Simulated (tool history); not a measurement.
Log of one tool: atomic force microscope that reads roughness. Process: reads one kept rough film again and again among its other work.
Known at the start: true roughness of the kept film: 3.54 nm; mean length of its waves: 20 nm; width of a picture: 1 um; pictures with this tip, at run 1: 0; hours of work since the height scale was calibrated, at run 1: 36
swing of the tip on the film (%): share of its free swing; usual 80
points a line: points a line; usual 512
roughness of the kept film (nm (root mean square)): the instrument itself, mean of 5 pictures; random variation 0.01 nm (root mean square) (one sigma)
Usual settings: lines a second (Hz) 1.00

run,hour,lines a second (Hz),swing of the tip on the film (%),points a line,pictures with this tip,hours of work since the height scale was calibrated,roughness of the kept film (nm (root mean square))
1,0.0,1.00,80,512,0,36,2.361
2,10.7,1.00,80,512,16,44,2.361
3,20.8,1.00,63,512,30,51,2.504
4,25.6,1.00,63,512,37,54,2.520
5,32.7,1.00,80,436,48,60,2.351
6,40.9,1.00,80,301,60,66,2.327
7,49.1,1.00,80,512,72,71,2.360
8,57.8,1.00,80,512,84,78,2.357
9,67.9,1.00,80,512,99,85,2.362
10,73.7,2.00,80,853,108,89,2.173
11,80.7,0.82,58,564,118,94,2.537
12,88.7,3.50,73,512,130,100,2.086
13,96.1,3.50,57,374,140,105,2.353
14,102.5,3.50,57,374,150,110,2.350
15,110.9,1.80,66,720,162,116,2.414

Forecast each of these 5 alternatives for the next run:
A,120.1,3.89,70,740,176,123,?
B,120.1,1.12,70,512,176,123,?
C,120.1,0.86,80,512,176,123,?
D,120.1,1.38,64,524,176,123,?
E,120.1,0.81,66,720,176,123,?

run,roughness of the kept film (nm (root mean square))
A,2.108
B,2.449
C,2.385
D,2.441
E,2.521
Without the tool's hidden state the same runs would have given:
run,roughness of the kept film (nm (root mean square))
A,2.114
B,2.456
C,2.392
D,2.448
E,2.528
